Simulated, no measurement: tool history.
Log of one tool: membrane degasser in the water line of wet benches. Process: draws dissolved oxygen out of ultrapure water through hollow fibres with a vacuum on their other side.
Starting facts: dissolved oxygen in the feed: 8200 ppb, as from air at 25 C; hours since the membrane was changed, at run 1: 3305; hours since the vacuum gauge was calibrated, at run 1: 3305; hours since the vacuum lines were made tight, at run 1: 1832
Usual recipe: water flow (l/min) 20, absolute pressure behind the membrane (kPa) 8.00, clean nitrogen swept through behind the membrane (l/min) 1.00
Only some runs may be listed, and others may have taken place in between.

run,hour,water flow (l/min),absolute pressure behind the membrane (kPa),clean nitrogen swept through behind the membrane (l/min),hours since the membrane was changed,hours since the vacuum gauge was calibrated,hours since the vacuum lines were made tight,dissolved oxygen in the water behind the degasser (ppb),pressure that the water loses in the fibres (kPa)
1,0.0,20,8.00,1.00,3305,3305,1832,221.6,65.67
2,103.5,20,8.00,1.00,3409,3409,1935,223.7,65.42
3,177.0,20,8.00,1.00,3482,3482,2009,223.1,64.98
4,241.9,20,8.00,1.00,3547,3547,2074,223.3,65.18
# hour 349.4: vacuum gauge calibrated
5,361.4,20,8.73,1.00,3666,12,2193,251.3,65.24
6,495.1,20,7.79,1.00,3800,146,2326,213.3,65.66
7,583.0,20,8.00,1.00,3888,234,2414,220.6,65.06
8,641.0,20,8.00,1.00,3946,292,2472,221.8,65.66
9,712.5,20,8.00,1.00,4017,363,2544,223.3,65.30
10,803.9,20,8.00,1.00,4108,455,2635,222.0,65.27
11,939.4,20,8.00,1.00,4244,590,2771,222.8,65.49
12,1059.6,20,8.00,1.00,4364,710,2891,221.7,65.40
13,1187.8,13,13.59,1.24,4492,838,3019,252.8,42.28
14,1309.9,29,5.49,0.93,4614,960,3141,186.0,95.14
15,1397.9,31,12.20,1.35,4703,1049,3229,474.2,100.63
16,1478.1,31,12.20,1.35,4783,1129,3309,471.8,101.02
17,1554.6,20,5.87,0.82,4859,1205,3386,154.0,65.77
18,1650.6,20,4.91,2.07,4955,1301,3482,52.8,65.50
19,1780.4,20,7.22,0.59,5085,1431,3612,289.4,65.30
20,1857.4,20,7.22,0.59,5162,1508,3689,287.0,65.18
21,1923.7,14,7.22,0.59,5228,1574,3755,206.8,45.76
22,2029.2,14,7.22,0.59,5334,1680,3860,208.3,45.71
23,2115.9,14,7.22,0.59,5420,1767,3947,206.9,45.60
24,2227.8,17,14.39,1.00,5532,1878,4059,423.6,55.55

Alternative continuations, all from the tool just after run 24; predict every row:
A,2284.0,22,19.51,2.11,5589,1935,4115,?,?
B,2284.0,16,8.00,1.00,5589,1935,4115,?,?
C,2284.0,20,9.30,1.00,5589,1935,4115,?,?

run,dissolved oxygen in the water behind the degasser (ppb),pressure that the water loses in the fibres (kPa)
A,401.5,72.17
B,179.8,52.05
C,276.3,65.99
Without the tool's hidden state the same runs would have given:
run,dissolved oxygen in the water behind the degasser (ppb),pressure that the water loses in the fibres (kPa)
A,401.5,72.14
B,179.8,52.03
C,276.3,65.96
